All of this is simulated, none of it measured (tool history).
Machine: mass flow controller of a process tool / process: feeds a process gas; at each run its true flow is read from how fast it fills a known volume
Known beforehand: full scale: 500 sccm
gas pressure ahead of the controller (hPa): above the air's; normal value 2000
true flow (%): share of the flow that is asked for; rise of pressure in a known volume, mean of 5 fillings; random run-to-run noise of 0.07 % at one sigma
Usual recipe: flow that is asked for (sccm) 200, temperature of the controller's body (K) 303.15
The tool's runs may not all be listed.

| run | hour | flow that is asked for (sccm) | gas pressure ahead of the controller (hPa) | temperature of the controller's body (K) | true flow (%) |
|---|---|---|---|---|---|
| 1 | 0 | 200 | 2000 | 303.15 | 97.77 |
| 2 | 71.5 | 200 | 2000 | 303.15 | 97.77 |
| 3 | 118 | 200 | 2000 | 303.15 | 97.82 |
| 4 | 169.8 | 200 | 2000 | 303.15 | 97.68 |
| 5 | 268.7 | 99 | 2000 | 303.15 | 96.42 |
| 6 | 370.7 | 99 | 2000 | 303.15 | 96.64 |
| 7 | 412.7 | 200 | 2000 | 303.15 | 97.68 |
| 8 | 467.3 | 200 | 2000 | 303.15 | 97.76 |
| 9 | 568.6 | 200 | 2000 | 303.15 | 97.63 |
| 10 | 618.1 | 200 | 2000 | 303.15 | 97.63 |
| 11 | 708.9 | 200 | 2000 | 303.15 | 97.51 |
| 12 | 767.3 | 200 | 2000 | 306.15 | 97.71 |
| 13 | 846.1 | 200 | 2300 | 306.15 | 97.94 |
| 14 | 943.4 | 200 | 2300 | 306.15 | 97.85 |
| 15 | 1015.1 | 200 | 2300 | 306.15 | 97.85 |
| 16 | 1062.8 | 200 | 2000 | 303.15 | 97.5 |
| 17 | 1108.4 | 200 | 2000 | 303.15 | 97.51 |
| 18 | 1194.9 | 200 | 2000 | 303.15 | 97.56 |
| 19 | 1261.7 | 200 | 2000 | 311.15 | 97.87 |
| 20 | 1308 | 200 | 2000 | 303.15 | 97.47 |
| 21 | 1351.7 | 200 | 2000 | 303.15 | 97.45 |
| 22 | 1442 | 200 | 2000 | 294.15 | 96.87 |
| 23 | 1496.4 | 200 | 2000 | 294.15 | 96.98 |
| 24 | 1581.6 | 200 | 2000 | 297.15 | 97.12 |
| 25 | 1674.4 | 200 | 1430 | 296.15 | 96.59 |
| 26 | 1719.4 | 52 | 1430 | 296.15 | 93.88 |
| 27 | 1763.7 | 200 | 1510 | 300.15 | 96.88 |
| 28 | 1823.8 | 363 | 1890 | 294.15 | 98.03 |
| 29 | 1865.5 | 180 | 2000 | 303.15 | 97.12 |
| 30 | 1917.9 | 180 | 1670 | 313.15 | 97.38 |
| 31 | 2020 | 101 | 1950 | 312.15 | 96.41 |
| 32 | 2105 | 101 | 1950 | 312.15 | 96.33 |
| 33 | 2151.7 | 101 | 1950 | 312.15 | 96.3 |
| 34 | 2243.3 | 200 | 2080 | 306.15 | 97.39 |
| 35 | 2324.4 | 200 | 2080 | 306.15 | 97.4 |
| 36 | 2375.8 | 66 | 2470 | 303.15 | 95.24 |
| 37 | 2449.1 | 238 | 1820 | 309.15 | 97.64 |
| 38 | 2532.2 | 238 | 1820 | 309.15 | 97.89 |
| 39 | 2629.7 | 152 | 2000 | 305.15 | 96.76 |
| 40 | 2727.7 | 73 | 2000 | 311.15 | 95.49 |
| 41 | 2794 | 200 | 2100 | 311.15 | 97.67 |
| 42 | 2876.6 | 193 | 2300 | 296.15 | 96.93 |
| 43 | 2956.8 | 193 | 2300 | 296.15 | 97.01 |
| 44 | 3042 | 193 | 2300 | 296.15 | 96.8 |
| 45 | 3138 | 180 | 1770 | 302.15 | 96.54 |
| 46 | 3210.8 | 180 | 2590 | 304.15 | 97.35 |
| 47 | 3263.1 | 180 | 2590 | 304.15 | 97.34 |

Some steps in true flow (%) between neighbouring runs. How much of each would the tool show without its hidden state too (settings, what came in, random variation), and how much is left for the hidden state, with any gauge scatter that isn't in both results?
Hidden state present: flow at rest that the sensor doesn't see, % of full scale; true flow over the shown one, %; drift of the gauge itself on true_pct, %.
Run 25 -> 26: flow that is asked for (sccm) 200 -> 52. true flow (%) -2.71: hidden state -1.86, all else -0.85.
Run 26 -> 27: flow that is asked for (sccm) 52 -> 200, gas pressure ahead of the controller (hPa) 1430 -> 1510, temperature of the controller's body (K) 296.15 -> 300.15. true flow (%) +3: hidden state +1.84, all else +1.16.
Run 36 -> 37: flow that is asked for (sccm) 66 -> 238, gas pressure ahead of the controller (hPa) 2470 -> 1820, temperature of the controller's body (K) 303.15 -> 309.15. true flow (%) +2.4: hidden state +1.61, all else +0.79.

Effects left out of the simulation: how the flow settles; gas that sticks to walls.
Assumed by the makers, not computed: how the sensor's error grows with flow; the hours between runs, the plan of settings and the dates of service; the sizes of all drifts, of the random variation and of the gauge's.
